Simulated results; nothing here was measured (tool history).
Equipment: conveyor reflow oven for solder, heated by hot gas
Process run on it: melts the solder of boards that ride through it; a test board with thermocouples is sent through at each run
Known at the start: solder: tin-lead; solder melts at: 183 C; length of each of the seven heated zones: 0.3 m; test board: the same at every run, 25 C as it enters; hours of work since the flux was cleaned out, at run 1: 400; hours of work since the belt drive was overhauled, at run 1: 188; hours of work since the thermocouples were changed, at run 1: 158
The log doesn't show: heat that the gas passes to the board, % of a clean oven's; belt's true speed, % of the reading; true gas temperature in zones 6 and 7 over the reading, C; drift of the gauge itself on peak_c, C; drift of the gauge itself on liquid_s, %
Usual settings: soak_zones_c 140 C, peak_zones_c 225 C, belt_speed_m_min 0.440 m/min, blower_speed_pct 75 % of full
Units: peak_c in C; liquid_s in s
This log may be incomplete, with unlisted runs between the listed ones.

| run | hour | soak_zones_c | peak_zones_c | belt_speed_m_min | blower_speed_pct | hours of work since the flux was cleaned out | hours of work since the belt drive was overhauled | hours of work since the thermocouples were changed | peak_c | liquid_s |
|---|---|---|---|---|---|---|---|---|---|---|
| 1 | 0.0 | 140 | 225 | 0.440 | 75 | 400 | 188 | 158 | 214.3 | 61.2 |
| 2 | 25.0 | 140 | 225 | 0.440 | 75 | 416 | 204 | 174 | 214.4 | 60.9 |
| 3 | 47.2 | 127 | 225 | 0.440 | 75 | 430 | 218 | 188 | 212.6 | 55.0 |
| 4 | 74.9 | 140 | 225 | 0.440 | 75 | 448 | 236 | 206 | 214.4 | 60.8 |
| 5 | 90.3 | 140 | 225 | 0.440 | 75 | 458 | 245 | 216 | 214.7 | 60.7 |
|  | 97.0 | flux residue cleaned out of gas plates and filters |
| 6 | 118.2 | 140 | 225 | 0.440 | 75 | 14 | 260 | 231 | 214.6 | 61.3 |
| 7 | 144.5 | 142 | 215 | 0.431 | 75 | 30 | 277 | 247 | 205.7 | 55.8 |
| 8 | 173.0 | 142 | 215 | 0.431 | 75 | 49 | 295 | 266 | 206.0 | 55.9 |
| 9 | 207.1 | 136 | 215 | 0.431 | 81 | 71 | 317 | 288 | 205.6 | 53.5 |
| 10 | 229.7 | 140 | 225 | 0.521 | 88 | 85 | 332 | 302 | 211.5 | 48.8 |
| 11 | 255.8 | 130 | 220 | 0.522 | 88 | 102 | 348 | 319 | 205.3 | 39.6 |
| 12 | 286.9 | 133 | 225 | 0.440 | 57 | 122 | 368 | 339 | 210.4 | 54.6 |

What if the next run were any one of these 4? Each begins from the tool's condition after run 12:
| A | 305.3 | 133 | 225 | 0.440 | 54 | 134 | 380 | 351 | ? | ? |
| B | 305.3 | 133 | 222 | 0.513 | 65 | 134 | 380 | 351 | ? | ? |
| C | 305.3 | 155 | 221 | 0.387 | 75 | 134 | 380 | 351 | ? | ? |
| D | 305.3 | 148 | 225 | 0.440 | 57 | 134 | 380 | 351 | ? | ? |

| run | peak_c | liquid_s |
|---|---|---|
| A | 210.3 | 53.6 |
| B | 205.0 | 40.1 |
| C | 214.9 | 79.0 |
| D | 213.4 | 62.6 |
The same runs, with their run-to-run variation unchanged, on a tool lacking any hidden condition would have given:
| run | peak_c | liquid_s |
|---|---|---|
| A | 210.3 | 53.6 |
| B | 205.0 | 40.1 |
| C | 214.9 | 79.0 |
| D | 213.4 | 62.6 |

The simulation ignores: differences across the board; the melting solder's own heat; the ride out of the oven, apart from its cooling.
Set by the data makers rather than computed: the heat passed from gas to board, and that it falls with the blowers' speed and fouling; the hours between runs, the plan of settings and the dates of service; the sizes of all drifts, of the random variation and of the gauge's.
